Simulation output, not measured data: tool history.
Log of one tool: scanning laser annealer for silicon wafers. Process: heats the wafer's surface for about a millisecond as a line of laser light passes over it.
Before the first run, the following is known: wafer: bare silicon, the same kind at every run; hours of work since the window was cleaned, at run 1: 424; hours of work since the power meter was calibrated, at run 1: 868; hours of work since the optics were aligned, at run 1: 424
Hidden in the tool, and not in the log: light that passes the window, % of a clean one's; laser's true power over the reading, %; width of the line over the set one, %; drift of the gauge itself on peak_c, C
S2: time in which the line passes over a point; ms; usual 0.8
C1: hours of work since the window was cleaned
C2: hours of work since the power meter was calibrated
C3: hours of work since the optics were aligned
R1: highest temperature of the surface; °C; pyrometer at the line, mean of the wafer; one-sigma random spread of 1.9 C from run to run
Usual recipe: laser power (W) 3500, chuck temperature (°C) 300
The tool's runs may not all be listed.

Run 1, day 0: usual settings; C1 424; C2 868; C3 424. Result: R1 1096 °C.
At day 0.85: window over the wafer cleaned.
Run 2, day 3.262: usual settings; C1 44; C2 926; C3 483. Result: R1 1130 °C.
Run 3, day 5.121: usual settings; C1 79; C2 961; C3 517. Result: R1 1124 °C.
Run 4, day 8.167: usual settings; C1 135; C2 1017; C3 573. Result: R1 1120 °C.
Run 5, day 9.729: usual settings; C1 163; C2 1045; C3 602. Result: R1 1118 °C.
Run 6, day 12.554: usual settings; C1 215; C2 1097; C3 654. Result: R1 1112 °C.
Run 7, day 14.462: usual settings but chuck temperature (°C) 333; C1 251; C2 1132; C3 689. Result: R1 1141 °C.
Run 8, day 17: usual settings but chuck temperature (°C) 333; C1 297; C2 1179; C3 735. Result: R1 1141 °C.
Run 9, day 19.871: usual settings; C1 350; C2 1232; C3 788. Result: R1 1099 °C.
Run 10, day 22.379: usual settings; C1 396; C2 1278; C3 834. Result: R1 1097 °C.
Run 11, day 24.338: usual settings; C1 432; C2 1314; C3 870. Result: R1 1095 °C.
At day 24.638: window over the wafer cleaned.
Run 12, day 27.462: usual settings; C1 52; C2 1370; C3 926. Result: R1 1129 °C.
Run 13, day 30.262: usual settings but chuck temperature (°C) 339; C1 104; C2 1422; C3 978. Result: R1 1163 °C.
Run 14, day 32.279: usual settings but chuck temperature (°C) 339; C1 141; C2 1459; C3 1015. Result: R1 1163 °C.
Run 15, day 34.858: usual settings; C1 188; C2 1506; C3 1062. Result: R1 1115 °C.
Run 16, day 36.333: usual settings; C1 215; C2 1533; C3 1090. Result: R1 1115 °C.
Run 17, day 38.054: usual settings but S2 0.724 ms; C1 247; C2 1565; C3 1121. Result: R1 1078 °C.
Run 18, day 41.308: usual settings but S2 0.724 ms; C1 307; C2 1625; C3 1181. Result: R1 1073 °C.
Run 19, day 44.5: usual settings but S2 0.724 ms; C1 366; C2 1684; C3 1240. Result: R1 1069 °C.
Run 20, day 47.633: usual settings but S2 0.724 ms; C1 423; C2 1741; C3 1298. Result: R1 1063 °C.
At day 48.338: window over the wafer cleaned.
Run 21, day 49.129: usual settings but chuck temperature (°C) 268; C1 15; C2 1767; C3 1324. Result: R1 1102 °C.
Run 22, day 51.488: usual settings but laser power (W) 3297, chuck temperature (°C) 307; C1 58; C2 1811; C3 1367. Result: R1 1070 °C.
Run 23, day 54.704: usual settings but laser power (W) 3053, S2 0.59 ms; C1 117; C2 1870; C3 1426. Result: R1 904 °C.
Run 24, day 56.162: usual settings but laser power (W) 3562, S2 0.563 ms, chuck temperature (°C) 292; C1 144; C2 1897; C3 1453. Result: R1 1014 °C.
Run 25, day 59.158: usual settings but laser power (W) 3642, S2 0.775 ms; C1 199; C2 1952; C3 1508. Result: R1 1146 °C.
Run 26, day 61.646: usual settings but laser power (W) 3160, S2 0.627 ms; C1 245; C2 1998; C3 1554. Result: R1 937 °C.
Run 27, day 64.15: usual settings but laser power (W) 3160, S2 0.627 ms, chuck temperature (°C) 263; C1 291; C2 2044; C3 1600. Result: R1 901 °C.
Run 28, day 66.683: usual settings but laser power (W) 3160, S2 0.599 ms, chuck temperature (°C) 334; C1 338; C2 2090; C3 1647. Result: R1 955 °C.
At day 69.512: optics aligned, line set to its width.
Run 29, day 69.592: usual settings but laser power (W) 3160, S2 0.599 ms, chuck temperature (°C) 334; C1 387; C2 2140; C3 1. Result: R1 957 °C.
At day 72.262: window over the wafer cleaned.
Run 30, day 72.833: usual settings but laser power (W) 3316, S2 0.561 ms, chuck temperature (°C) 332; C1 11; C2 2198; C3 60. Result: R1 1003 °C.
Run 31, day 75.712: usual settings but laser power (W) 3316, S2 0.561 ms, chuck temperature (°C) 332; C1 64; C2 2251; C3 113. Result: R1 997 °C.
Run 32, day 78.058: usual settings but laser power (W) 3791, chuck temperature (°C) 323; C1 107; C2 2294; C3 156. Result: R1 1241 °C.
Run 33, day 79.912: usual settings but laser power (W) 3049; C1 141; C2 2329; C3 190. Result: R1 991 °C.

Predict each of these 3 candidate next runs independently; none follows another, all start after run 33:
Run A, day 81.679: usual settings but laser power (W) 3769, S2 0.769 ms, chuck temperature (°C) 325; C1 173; C2 2361; C3 222. Result: R1 ?.
Run B, day 81.679: usual settings but laser power (W) 3051, S2 0.741 ms; C1 173; C2 2361; C3 222. Result: R1 ?.
Run C, day 81.679: usual settings but laser power (W) 3326, S2 0.579 ms, chuck temperature (°C) 327; C1 173; C2 2361; C3 222. Result: R1 ?.

run    R1
  A  1215
  B   966
  C   999
The same runs, with their run-to-run variation unchanged, on a tool lacking any hidden condition would have given:
run    R1
  A  1228
  B   976
  C  1009

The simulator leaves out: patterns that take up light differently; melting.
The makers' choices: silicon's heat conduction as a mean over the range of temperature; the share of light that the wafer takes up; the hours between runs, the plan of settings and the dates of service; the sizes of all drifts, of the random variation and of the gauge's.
